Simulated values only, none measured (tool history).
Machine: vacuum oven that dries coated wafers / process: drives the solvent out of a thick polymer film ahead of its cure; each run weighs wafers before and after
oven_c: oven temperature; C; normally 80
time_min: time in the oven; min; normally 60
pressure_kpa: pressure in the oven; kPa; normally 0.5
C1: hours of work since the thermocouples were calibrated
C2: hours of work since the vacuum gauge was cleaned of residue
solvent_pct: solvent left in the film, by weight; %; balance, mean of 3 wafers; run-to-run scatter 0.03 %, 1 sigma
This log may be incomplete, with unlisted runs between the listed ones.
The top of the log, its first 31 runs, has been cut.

{"run": 32, "hour": 288.7, "oven_c": 88, "time_min": 82, "pressure_kpa": 0.392, "C1": 283, "C2": 259, "solvent_pct": 0.67}
{"run": 33, "hour": 298.6, "oven_c": 80, "time_min": 74, "pressure_kpa": 1.515, "C1": 289, "C2": 265, "solvent_pct": 2.9}
{"run": 34, "hour": 311.2, "oven_c": 80, "time_min": 100, "pressure_kpa": 1.515, "C1": 298, "C2": 274, "solvent_pct": 1.96}
{"run": 35, "hour": 323.4, "oven_c": 80, "time_min": 100, "pressure_kpa": 1.515, "C1": 306, "C2": 282, "solvent_pct": 1.95}
{"run": 36, "hour": 334.7, "oven_c": 75, "time_min": 60, "pressure_kpa": 0.393, "C1": 313, "C2": 289, "solvent_pct": 4.95}
{"run": 37, "hour": 341.0, "oven_c": 75, "time_min": 60, "pressure_kpa": 0.393, "C1": 317, "C2": 293, "solvent_pct": 5.06}
{"run": 38, "hour": 350.7, "oven_c": 81, "time_min": 40, "pressure_kpa": 1.059, "C1": 323, "C2": 299, "solvent_pct": 5.05}
{"run": 39, "hour": 359.6, "oven_c": 66, "time_min": 60, "pressure_kpa": 0.501, "C1": 329, "C2": 305, "solvent_pct": 7.95}
{"run": 40, "hour": 366.8, "oven_c": 90, "time_min": 39, "pressure_kpa": 0.5, "C1": 334, "C2": 310, "solvent_pct": 2.34}
{"run": 41, "hour": 378.8, "oven_c": 84, "time_min": 43, "pressure_kpa": 1.373, "C1": 342, "C2": 318, "solvent_pct": 3.9}
{"run": 42, "hour": 386.2, "oven_c": 84, "time_min": 43, "pressure_kpa": 1.373, "C1": 347, "C2": 322, "solvent_pct": 3.94}
{"run": 43, "hour": 392.9, "oven_c": 84, "time_min": 43, "pressure_kpa": 1.373, "C1": 351, "C2": 327, "solvent_pct": 3.98}
{"run": 44, "hour": 401.7, "oven_c": 84, "time_min": 69, "pressure_kpa": 0.577, "C1": 357, "C2": 333, "solvent_pct": 1.79}
{"run": 45, "hour": 409.1, "oven_c": 70, "time_min": 90, "pressure_kpa": 0.664, "C1": 361, "C2": 337, "solvent_pct": 4.85}
{"run": 46, "hour": 422.0, "oven_c": 74, "time_min": 93, "pressure_kpa": 1.588, "C1": 370, "C2": 346, "solvent_pct": 3.8}
{"run": 47, "hour": 430.7, "oven_c": 74, "time_min": 93, "pressure_kpa": 1.588, "C1": 376, "C2": 352, "solvent_pct": 3.87}

Forecast each of these 4 alternatives for the next run:
{"run": "A", "hour": 436.4, "oven_c": 80, "time_min": 60, "pressure_kpa": 0.852, "C1": 379, "C2": 355, "solvent_pct": "?"}
{"run": "B", "hour": 436.4, "oven_c": 80, "time_min": 99, "pressure_kpa": 0.675, "C1": 379, "C2": 355, "solvent_pct": "?"}
{"run": "C", "hour": 436.4, "oven_c": 88, "time_min": 47, "pressure_kpa": 1.484, "C1": 379, "C2": 355, "solvent_pct": "?"}
{"run": "D", "hour": 436.4, "oven_c": 79, "time_min": 47, "pressure_kpa": 0.873, "C1": 379, "C2": 355, "solvent_pct": "?"}

run=A solvent_pct=3.44
run=B solvent_pct=1.59
run=C solvent_pct=2.4
run=D solvent_pct=5.01
Without the tool's hidden state the same runs would have given:
run=A solvent_pct=3.56
run=B solvent_pct=1.64
run=C solvent_pct=2.49
run=D solvent_pct=5.14
